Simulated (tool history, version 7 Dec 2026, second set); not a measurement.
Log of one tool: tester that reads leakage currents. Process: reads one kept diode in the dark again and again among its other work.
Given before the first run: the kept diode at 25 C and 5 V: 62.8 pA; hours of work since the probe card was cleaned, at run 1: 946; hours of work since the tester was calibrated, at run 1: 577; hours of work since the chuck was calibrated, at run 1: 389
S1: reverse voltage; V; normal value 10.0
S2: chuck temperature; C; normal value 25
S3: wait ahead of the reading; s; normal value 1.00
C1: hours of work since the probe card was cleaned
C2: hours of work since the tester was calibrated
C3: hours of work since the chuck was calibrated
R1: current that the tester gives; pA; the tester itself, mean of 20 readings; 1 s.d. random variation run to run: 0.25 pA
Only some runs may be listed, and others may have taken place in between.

run,hour,S1,S2,S3,C1,C2,C3,R1
1,0.0,10.0,25,1.00,946,577,389,87.68
2,126.8,10.0,25,1.00,1012,643,455,87.47
3,253.2,10.0,25,1.00,1078,708,520,87.42
4,381.3,10.0,25,1.00,1144,775,587,87.57
5,463.4,10.0,41,1.00,1187,817,629,277.00
6,563.8,10.0,25,3.92,1239,869,681,87.30
7,686.0,10.0,25,3.92,1302,933,745,87.09
8,820.7,10.0,25,1.00,1372,1002,815,88.82
9,966.4,10.0,38,1.00,1447,1078,890,224.73
10,1052.4,10.0,25,1.00,1492,1122,935,89.62
11,1186.0,10.0,25,1.00,1561,1192,1004,90.03
12,1295.0,10.0,25,1.00,1618,1248,1061,90.19
13,1398.0,10.0,25,1.00,1671,1302,1114,90.35
14,1549.8,4.6,25,1.00,1750,1380,1193,65.34
15,1646.6,10.0,25,1.34,1800,1431,1243,90.36
16,1793.8,10.0,25,1.34,1876,1507,1319,91.15
17,1939.9,10.0,25,3.70,1952,1583,1395,89.93
18,2117.3,10.0,25,3.70,2044,1675,1487,90.72
19,2225.6,10.0,52,1.00,2100,1731,1543,582.84
# hour 2243.8: chuck's temperature calibrated
20,2388.1,10.0,52,1.00,2183,1814,75,634.93

What will run 21 give?
21,2574.7,10.0,26,0.98,2280,1911,172,?

Run 21 measured R1 107.76 pA.
The same run, on a tool lacking any hidden state, would have yielded R1 86.99 pA.

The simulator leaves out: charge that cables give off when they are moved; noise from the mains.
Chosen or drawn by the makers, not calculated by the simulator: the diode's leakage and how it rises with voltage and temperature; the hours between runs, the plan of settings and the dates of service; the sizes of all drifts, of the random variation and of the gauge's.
